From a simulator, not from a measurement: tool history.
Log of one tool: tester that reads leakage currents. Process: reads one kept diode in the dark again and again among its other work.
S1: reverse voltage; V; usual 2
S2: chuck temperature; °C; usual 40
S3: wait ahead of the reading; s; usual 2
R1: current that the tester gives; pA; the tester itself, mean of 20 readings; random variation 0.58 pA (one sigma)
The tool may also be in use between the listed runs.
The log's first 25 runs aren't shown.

run	day	S1	S2	S3	R1
# day 135.567: chuck's temperature calibrated
26	137.258	3.97	40	1.62	245.51
27	141.954	5.57	40	1.62	272.23
# day 149.221: tester calibrated
28	149.721	5.57	40	1.62	263.77
29	157.371	1.2	31	1.01	79.85
30	165.521	2	21	0.98	40.1
31	171.442	1.31	46	8.08	256.55
32	179.008	1.31	46	8.08	256.44
33	184.821	1.31	46	8.08	252.4
34	188.867	1.31	46	8.08	252.04
35	195.425	1.31	46	8.08	248.07
36	202.121	1.31	46	8.08	246.05
37	209.821	12.22	26	0.94	114.31
38	217.125	12.22	21	9.22	80.12

Forecast each of these 5 alternatives for the next run:
A	224.05	2.93	40	3.21	?
B	224.05	2	46	4.78	?
C	224.05	1.84	21	9.22	?
D	224.05	6.97	35	1.89	?
E	224.05	2	40	2.11	?

run	R1
A	194.29
B	273.42
C	36.8
D	177.37
E	172.53
Without the tool's hidden state the same runs would have given:
run	R1
A	216.53
B	307.27
C	39.18
D	190.02
E	193.42
